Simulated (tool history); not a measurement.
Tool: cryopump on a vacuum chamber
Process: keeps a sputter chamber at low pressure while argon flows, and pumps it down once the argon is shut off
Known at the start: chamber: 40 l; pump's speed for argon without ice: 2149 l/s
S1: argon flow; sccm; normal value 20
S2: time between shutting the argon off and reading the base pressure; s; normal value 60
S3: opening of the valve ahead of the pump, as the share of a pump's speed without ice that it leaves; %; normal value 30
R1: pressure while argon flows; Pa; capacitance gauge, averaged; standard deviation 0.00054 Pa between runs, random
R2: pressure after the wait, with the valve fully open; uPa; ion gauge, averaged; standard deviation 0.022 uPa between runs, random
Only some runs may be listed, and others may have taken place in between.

run	hour	S1	S2	S3	R1	R2
1	0.0	20	60	30	0.0553	1.19
2	9.0	20	60	30	0.0556	1.16
3	17.9	20	60	30	0.0554	1.14
4	30.7	22	60	30	0.0607	1.20
5	42.4	22	60	30	0.0602	1.18
6	57.9	20	60	30	0.0551	1.20
7	72.0	20	60	30	0.0557	1.20
8	87.5	20	60	30	0.0554	1.14
9	97.5	20	60	30	0.0557	1.16
10	107.4	20	60	30	0.0553	1.20
11	122.0	20	60	30	0.0558	1.27
12	135.3	20	60	30	0.0557	1.23
13	142.9	20	60	30	0.0561	1.20
14	151.6	20	60	30	0.0557	1.20
15	162.2	20	60	30	0.0563	1.22
16	174.6	20	60	36	0.0472	1.26
17	185.2	20	60	36	0.0475	1.25
18	192.4	20	60	36	0.0474	1.24
19	199.8	20	60	36	0.0480	1.26
20	209.0	20	60	36	0.0474	1.25
21	220.6	20	60	36	0.0477	1.25
22	227.9	11	60	24	0.0392	1.32
23	238.4	20	31	30	0.0568	1.77
24	244.7	20	31	30	0.0560	1.83
# hour 253.4: pump warmed up, emptied and cooled again
25	256.2	20	31	30	0.0529	1.62
26	262.9	27	60	23	0.0925	1.12
27	269.6	9	60	35	0.0201	1.12
28	280.0	9	60	35	0.0205	1.15
29	287.5	9	60	35	0.0209	1.14
30	301.7	9	60	35	0.0215	1.16
31	308.2	32	84	30	0.0847	1.01
32	315.2	20	158	15	0.1059	0.86
33	330.0	29	72	39	0.0583	1.11

Consider 4 possible next runs. They are alternatives, not a sequence: every one starts from the tool as it was left by run 33. What does each give?
A	345.1	34	33	16	?	?
B	345.1	28	60	30	?	?
C	345.1	9	213	15	?	?
D	345.1	30	24	30	?	?

run	R1	R2
A	0.1672	1.58
B	0.0746	1.17
C	0.0476	0.79
D	0.0795	1.96
Take away the tool's hidden state, keep each run's random variation, and the runs would have read:
run	R1	R2
A	0.1660	1.03
B	0.0735	0.63
C	0.0473	0.25
D	0.0784	1.41

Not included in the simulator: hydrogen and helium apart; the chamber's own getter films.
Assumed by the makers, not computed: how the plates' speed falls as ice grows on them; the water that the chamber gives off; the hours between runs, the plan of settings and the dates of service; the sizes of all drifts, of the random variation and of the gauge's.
